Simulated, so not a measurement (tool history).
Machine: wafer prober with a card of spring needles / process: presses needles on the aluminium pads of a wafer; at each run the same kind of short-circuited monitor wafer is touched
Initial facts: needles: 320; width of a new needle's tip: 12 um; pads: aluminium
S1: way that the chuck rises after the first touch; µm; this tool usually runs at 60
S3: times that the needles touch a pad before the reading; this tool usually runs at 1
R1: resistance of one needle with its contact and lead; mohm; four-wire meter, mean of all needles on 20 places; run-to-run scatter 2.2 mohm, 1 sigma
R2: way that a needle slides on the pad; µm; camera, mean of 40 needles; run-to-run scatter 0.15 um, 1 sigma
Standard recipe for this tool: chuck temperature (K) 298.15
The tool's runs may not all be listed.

Run 1, hour 0.0: usual settings. Result: R1 253 mohm, R2 12.91 µm.
At hour 5.6: tips cleaned on abrasive film.
At hour 13.2: tips cleaned on abrasive film.
At hour 20.2: tips cleaned on abrasive film.
Run 2, hour 20.4: usual settings but chuck temperature (K) 309.15. Result: R1 252 mohm, R2 12.98 µm.
At hour 27.1: tips cleaned on abrasive film.
At hour 33.4: tips cleaned on abrasive film.
Run 3, hour 38.9: usual settings but S1 73 µm. Result: R1 272 mohm, R2 15.84 µm.
At hour 40.6: tips cleaned on abrasive film.
At hour 47.6: tips cleaned on abrasive film.
At hour 54.0: tips cleaned on abrasive film.
Run 4, hour 57.2: usual settings. Result: R1 277 mohm, R2 12.69 µm.
At hour 60.4: tips cleaned on abrasive film.
At hour 67.4: tips cleaned on abrasive film.
Run 5, hour 72.1: usual settings. Result: R1 290 mohm, R2 12.66 µm.
At hour 73.7: tips cleaned on abrasive film.
At hour 81.4: tips cleaned on abrasive film.
At hour 88.7: tips cleaned on abrasive film.
Run 6, hour 91.8: usual settings. Result: R1 281 mohm, R2 12.77 µm.
At hour 96.0: tips cleaned on abrasive film.
At hour 103.3: tips cleaned on abrasive film.
Run 7, hour 105.5: usual settings. Result: R1 271 mohm, R2 12.48 µm.
At hour 109.7: tips cleaned on abrasive film.
At hour 117.3: tips cleaned on abrasive film.
Run 8, hour 123.3: usual settings. Result: R1 305 mohm, R2 12.85 µm.
At hour 124.9: tips cleaned on abrasive film.
At hour 132.4: tips cleaned on abrasive film.
Run 9, hour 137.1: usual settings. Result: R1 291 mohm, R2 12.44 µm.
At hour 138.7: tips cleaned on abrasive film.
At hour 139.0: height of the first contact set anew.
At hour 145.6: tips cleaned on abrasive film.
At hour 152.9: tips cleaned on abrasive film.
At hour 164.9: card fitted with new needles.
Run 10, hour 170.4: usual settings but S1 55 µm, chuck temperature (K) 373.15, S3 2. Result: R1 285 mohm, R2 12.57 µm.
At hour 172.0: tips cleaned on abrasive film.
At hour 179.2: tips cleaned on abrasive film.
At hour 186.5: tips cleaned on abrasive film.
Run 11, hour 188.5: usual settings but S1 55 µm, chuck temperature (K) 373.15, S3 2. Result: R1 272 mohm, R2 12.37 µm.
At hour 190.3: height of the first contact set anew, once more.
At hour 193.3: tips cleaned on abrasive film.
At hour 199.5: tips cleaned on abrasive film.
At hour 205.9: tips cleaned on abrasive film.
Run 12, hour 209.9: usual settings but S1 54 µm, chuck temperature (K) 350.15, S3 2. Result: R1 270 mohm, R2 12.23 µm.
At hour 213.1: tips cleaned on abrasive film.
At hour 220.2: tips cleaned on abrasive film.
At hour 226.9: tips cleaned on abrasive film.
Run 13, hour 229.7: usual settings but chuck temperature (K) 336.15. Result: R1 267 mohm, R2 13.59 µm.
At hour 234.2: tips cleaned on abrasive film.
At hour 241.0: tips cleaned on abrasive film.
Run 14, hour 241.0: usual settings but chuck temperature (K) 336.15. Result: R1 263 mohm, R2 13.47 µm.
At hour 248.1: tips cleaned on abrasive film.
At hour 255.9: tips cleaned on abrasive film.
At hour 263.1: tips cleaned on abrasive film.
Run 15, hour 264.6: usual settings but chuck temperature (K) 336.15, S3 3. Result: R1 258 mohm, R2 13.33 µm.
At hour 269.3: tips cleaned on abrasive film.
At hour 276.5: tips cleaned on abrasive film.
At hour 283.1: tips cleaned on abrasive film.
Run 16, hour 283.1: usual settings but chuck temperature (K) 363.15. Result: R1 264 mohm, R2 13.43 µm.
At hour 290.0: tips cleaned on abrasive film.
Run 17, hour 293.4: usual settings but chuck temperature (K) 363.15. Result: R1 279 mohm, R2 13.14 µm.
At hour 297.8: tips cleaned on abrasive film.
At hour 305.3: tips cleaned on abrasive film.
At hour 311.5: tips cleaned on abrasive film.
Run 18, hour 315.3: usual settings but S1 63 µm, chuck temperature (K) 303.15, S3 3. Result: R1 252 mohm, R2 13.81 µm.

Alternative continuations, all from the tool just after run 18; predict every row:
At hour 318.7: tips cleaned on abrasive film.
At hour 325.8: tips cleaned on abrasive film.
Run A, hour 327.4: usual settings but S1 67 µm, chuck temperature (K) 332.15. Result: R1 ?, R2 ?.
At hour 318.7: tips cleaned on abrasive film.
At hour 325.8: tips cleaned on abrasive film.
Run B, hour 327.4: usual settings but S1 50 µm, chuck temperature (K) 304.15, S3 3. Result: R1 ?, R2 ?.
At hour 318.7: tips cleaned on abrasive film.
At hour 325.8: tips cleaned on abrasive film.
Run C, hour 327.4: usual settings but S1 47 µm, chuck temperature (K) 315.15, S3 3. Result: R1 ?, R2 ?.
At hour 318.7: tips cleaned on abrasive film.
At hour 325.8: tips cleaned on abrasive film.
Run D, hour 327.4: usual settings but chuck temperature (K) 325.15, S3 3. Result: R1 ?, R2 ?.
At hour 318.7: tips cleaned on abrasive film.
At hour 325.8: tips cleaned on abrasive film.
Run E, hour 327.4: usual settings but S1 44 µm, chuck temperature (K) 307.15. Result: R1 ?, R2 ?.

run   R1     R2
  A  258  14.93
  B  257  11.02
  C  257  10.28
  D  252  13.24
  E  270   9.49
What these runs would have given with no unlogged condition in the tool:
run   R1     R2
  A  248  15.32
  B  250  11.41
  C  250  10.66
  D  247  13.63
  E  249   9.87

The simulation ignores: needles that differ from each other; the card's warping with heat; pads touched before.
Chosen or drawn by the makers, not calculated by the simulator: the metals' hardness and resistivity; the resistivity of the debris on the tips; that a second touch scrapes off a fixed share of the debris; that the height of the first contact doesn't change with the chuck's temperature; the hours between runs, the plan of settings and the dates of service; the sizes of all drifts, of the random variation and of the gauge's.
